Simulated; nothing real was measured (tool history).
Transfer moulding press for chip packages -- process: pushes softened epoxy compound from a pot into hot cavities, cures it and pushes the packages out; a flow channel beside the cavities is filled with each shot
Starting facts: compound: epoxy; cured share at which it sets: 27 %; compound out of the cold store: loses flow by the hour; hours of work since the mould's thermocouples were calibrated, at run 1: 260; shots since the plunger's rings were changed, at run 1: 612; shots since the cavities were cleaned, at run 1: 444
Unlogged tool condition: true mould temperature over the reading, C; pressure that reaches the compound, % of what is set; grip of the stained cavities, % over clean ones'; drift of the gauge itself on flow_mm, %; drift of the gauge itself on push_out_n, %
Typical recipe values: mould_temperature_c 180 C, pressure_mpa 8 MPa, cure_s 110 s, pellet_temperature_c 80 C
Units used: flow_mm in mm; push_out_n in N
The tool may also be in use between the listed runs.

run	day	mould_temperature_c	pressure_mpa	cure_s	pellet_temperature_c	hours of work since the mould's thermocouples were calibrated	shots since the plunger's rings were changed	shots since the cavities were cleaned	incoming compound's hours out of the cold store	flow_mm	push_out_n
1	0	180	8	110	80	260	612	444	38.5	672	490
2	0.254	180	8	110	80	265	691	523	9.1	804	532
3	0.588	180	8	110	80	270	792	624	28.6	697	510
4	0.812	180	8	110	80	274	861	693	42.8	649	507
5	1.071	180	8	110	80	279	940	772	42.5	650	500
# day 1.221: cavities cleaned with cleaning compound and waxed
6	1.462	180	8	110	80	284	1041	74	43.7	642	493
7	1.771	180	8	110	80	290	1136	169	14.2	765	532
8	2.079	180	8	110	72	295	1230	263	44.5	639	512
9	2.467	180	8	110	72	302	1349	382	12.8	772	530
10	2.842	180	8	110	72	308	1464	497	43.8	640	499
11	3.025	185	7.27	105	72	311	1521	554	22.3	692	425
12	3.367	185	7.27	143	86	317	1625	658	45.7	587	377

Run 13 has not been measured yet. What should we expect?
13	3.579	180	8.27	110	80	321	1690	723	31.4	?	?

{"run 13": {"flow_mm": 710, "push_out_n": 498}}
With the hidden condition absent and the run-to-run variation left alone, this run would have shown flow_mm 710 mm, push_out_n 494 N.
